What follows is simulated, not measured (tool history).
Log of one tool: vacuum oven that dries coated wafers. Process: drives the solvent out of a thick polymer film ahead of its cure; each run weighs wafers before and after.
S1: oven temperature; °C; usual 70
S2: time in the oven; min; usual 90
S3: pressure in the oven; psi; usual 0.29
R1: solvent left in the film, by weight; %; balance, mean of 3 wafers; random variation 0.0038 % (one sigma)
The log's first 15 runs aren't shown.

| run | hour | S1 | S2 | S3 | R1 |
|---|---|---|---|---|---|
| 16 | 377 | 70 | 67 | 0.29 | 1.855 |
| 17 | 408.6 | 70 | 67 | 0.29 | 1.858 |
| 18 | 445.7 | 61 | 67 | 0.29 | 4.226 |
| 19 | 474.4 | 70 | 90 | 0.29 | 1.238 |
| 20 | 511.6 | 70 | 90 | 0.29 | 1.244 |
| 21 | 546 | 70 | 90 | 0.29 | 1.244 |
| 22 | 576 | 70 | 90 | 0.29 | 1.242 |
| 23 | 592.1 | 70 | 90 | 0.29 | 1.245 |
| 24 | 617.7 | 76 | 126 | 0.29 | 0.583 |
| 25 | 634 | 67 | 90 | 0.824 | 3.137 |
|  | 656.8 | oven's thermocouples calibrated |
| 26 | 657.5 | 70 | 116 | 0.371 | 1.137 |
| 27 | 674.1 | 70 | 69 | 0.376 | 1.984 |
| 28 | 704.7 | 70 | 69 | 0.376 | 1.977 |
| 29 | 738.2 | 70 | 69 | 0.376 | 1.975 |
| 30 | 770.3 | 70 | 69 | 0.484 | 2.231 |
| 31 | 803.6 | 70 | 69 | 0.484 | 2.227 |
| 32 | 841.7 | 70 | 69 | 0.484 | 2.229 |

The next listed run, before its measurement:
| 33 | 879.5 | 75 | 46 | 0.29 | ? |

R1: 1.847 %
Without the tool's hidden state the same run would have given R1 1.847 %.
